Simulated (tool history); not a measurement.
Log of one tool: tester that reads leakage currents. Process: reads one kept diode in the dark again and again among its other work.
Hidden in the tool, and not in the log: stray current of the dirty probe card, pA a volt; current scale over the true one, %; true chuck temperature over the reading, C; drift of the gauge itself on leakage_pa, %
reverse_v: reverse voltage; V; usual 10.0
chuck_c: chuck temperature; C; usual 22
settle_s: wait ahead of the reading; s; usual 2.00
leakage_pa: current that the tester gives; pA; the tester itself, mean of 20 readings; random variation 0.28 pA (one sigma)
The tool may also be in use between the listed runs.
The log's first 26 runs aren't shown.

run    hour  reverse_v  chuck_c  settle_s  hours of work since the probe card was cleaned  hours of work since the tester was calibrated  hours of work since the chuck was calibrated  leakage_pa
 27  5029.9       16.2       48      1.94                                            1210                                           2146                                           246     1000.66
 28  5273.4        3.5       48      4.23                                            1364                                           2300                                           400      402.73
     5446.5  -- tester calibrated
 29  5446.5        3.5       48      4.23                                            1472                                              0                                           509      389.54
     5486.8  -- chuck's temperature calibrated
 30  5709.9        3.5       48      4.23                                            1638                                            166                                           141      430.77
 31  5874.0       10.0       23      1.86                                            1742                                            270                                           246      107.03
 32  6027.8        9.7       23      3.45                                            1840                                            367                                           343      101.50
 33  6232.3        9.7       23      3.45                                            1970                                            497                                           473       98.32
     6322.6  -- chuck's temperature calibrated
 34  6428.8        2.6       22      0.98                                            2093                                            620                                            67       47.72
 35  6578.2        1.6       26      0.31                                            2188                                            715                                           162       49.24
 36  6744.4        1.4       22      0.32                                            2293                                            821                                           267       31.70
 37  6881.2        7.8       29      0.32                                            2380                                            907                                           354      155.15
 38  7061.0        5.4       31      1.02                                            2494                                           1021                                           468      135.79

The next listed run, before its measurement:
     7147.3  -- chuck's temperature calibrated
 39  7217.7        5.4       31      1.02                                            2592                                           1119                                            45           ?

leakage_pa: 155.91 pA
Without the tool's hidden state the same run would have given leakage_pa 144.36 pA.
